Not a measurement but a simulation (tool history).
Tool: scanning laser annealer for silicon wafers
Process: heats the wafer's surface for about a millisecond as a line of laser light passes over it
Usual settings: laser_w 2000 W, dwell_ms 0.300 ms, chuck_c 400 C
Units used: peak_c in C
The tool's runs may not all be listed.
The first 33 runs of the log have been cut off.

| run | hour | laser_w | dwell_ms | chuck_c | peak_c |
|---|---|---|---|---|---|
| 34 | 564.9 | 2000 | 0.375 | 367 | 1241 |
| 35 | 585.5 | 1841 | 0.227 | 377 | 991 |
| 36 | 602.1 | 2156 | 0.279 | 431 | 1259 |
| 37 | 616.6 | 1982 | 0.378 | 368 | 1229 |
| 38 | 633.0 | 2000 | 0.357 | 400 | 1247 |
| 39 | 649.6 | 2000 | 0.357 | 400 | 1244 |
| 40 | 659.7 | 1777 | 0.226 | 387 | 966 |
| 41 | 678.2 | 1796 | 0.237 | 387 | 988 |

Below are 4 alternative next runs, each starting from the tool's condition after run 41. Predict each:
| A | 690.2 | 2000 | 0.211 | 400 | ? |
| B | 690.2 | 2129 | 0.237 | 404 | ? |
| C | 690.2 | 1721 | 0.273 | 370 | ? |
| D | 690.2 | 1796 | 0.227 | 403 | ? |

| run | peak_c |
|---|---|
| A | 1049 |
| B | 1154 |
| C | 981 |
| D | 987 |
Without the tool's unlogged condition, the same runs would have read:
| run | peak_c |
|---|---|
| A | 1058 |
| B | 1164 |
| C | 989 |
| D | 996 |
